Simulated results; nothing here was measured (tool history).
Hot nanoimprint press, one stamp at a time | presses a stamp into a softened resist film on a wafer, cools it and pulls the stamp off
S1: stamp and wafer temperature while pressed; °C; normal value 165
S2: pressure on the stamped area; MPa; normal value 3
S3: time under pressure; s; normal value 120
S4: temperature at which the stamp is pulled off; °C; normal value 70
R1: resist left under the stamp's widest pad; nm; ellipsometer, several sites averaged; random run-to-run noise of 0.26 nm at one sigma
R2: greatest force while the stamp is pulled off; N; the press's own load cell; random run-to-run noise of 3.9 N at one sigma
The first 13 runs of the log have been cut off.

| run | day | S1 | S2 | S3 | S4 | R1 | R2 |
|---|---|---|---|---|---|---|---|
| 14 | 12.321 | 174 | 3 | 120 | 70 | 95.3 | 259 |
| 15 | 13.521 | 173 | 3 | 120 | 70 | 99 | 261 |
| 16 | 14.338 | 165 | 3 | 120 | 70 | 137 | 259 |
| 17 | 15.025 | 154 | 3.69 | 71 | 56 | 229.6 | 342 |
| 18 | 16.375 | 165 | 3.07 | 173 | 76 | 116.3 | 232 |
| 19 | 17.742 | 165 | 3 | 201 | 70 | 109.4 | 279 |
| 20 | 18.438 | 165 | 2.82 | 65 | 70 | 176.6 | 275 |
| 21 | 19.329 | 165 | 2.82 | 65 | 70 | 176.7 | 282 |
| 22 | 20.421 | 165 | 3.23 | 65 | 67 | 166.5 | 316 |
| 23 | 21.371 | 165 | 2.46 | 104 | 76 | 156.5 | 261 |
| 24 | 22.254 | 174 | 2.46 | 96 | 76 | 113.9 | 262 |
|  | 22.729 | stamp cleaned and given a new release coat |
| 25 | 23.817 | 174 | 2.25 | 101 | 66 | 115.8 | 261 |
|  | 24.862 | plate thermocouple calibrated |
| 26 | 25 | 174 | 2.25 | 101 | 66 | 119.9 | 268 |
| 27 | 26.125 | 174 | 2.25 | 101 | 66 | 119.5 | 267 |
| 28 | 27.104 | 165 | 3.84 | 74 | 70 | 151.6 | 254 |
| 29 | 28.179 | 165 | 2.41 | 120 | 70 | 153.6 | 258 |
| 30 | 29.308 | 165 | 2.74 | 74 | 61 | 174.2 | 316 |
| 31 | 30.429 | 165 | 2.74 | 74 | 61 | 173.4 | 312 |

Here are 3 independent what-if runs from the current tool condition. What would each one return?
| A | 31.738 | 165 | 3.95 | 224 | 70 | ? | ? |
| B | 31.738 | 158 | 3 | 120 | 60 | ? | ? |
| C | 31.738 | 170 | 2.79 | 218 | 70 | ? | ? |

| run | R1 | R2 |
|---|---|---|
| A | 93.4 | 263 |
| B | 184 | 340 |
| C | 90.3 | 282 |
Without the tool's unlogged condition, the same runs would have read:
| run | R1 | R2 |
|---|---|---|
| A | 93.8 | 226 |
| B | 185.1 | 291 |
| C | 90.9 | 241 |

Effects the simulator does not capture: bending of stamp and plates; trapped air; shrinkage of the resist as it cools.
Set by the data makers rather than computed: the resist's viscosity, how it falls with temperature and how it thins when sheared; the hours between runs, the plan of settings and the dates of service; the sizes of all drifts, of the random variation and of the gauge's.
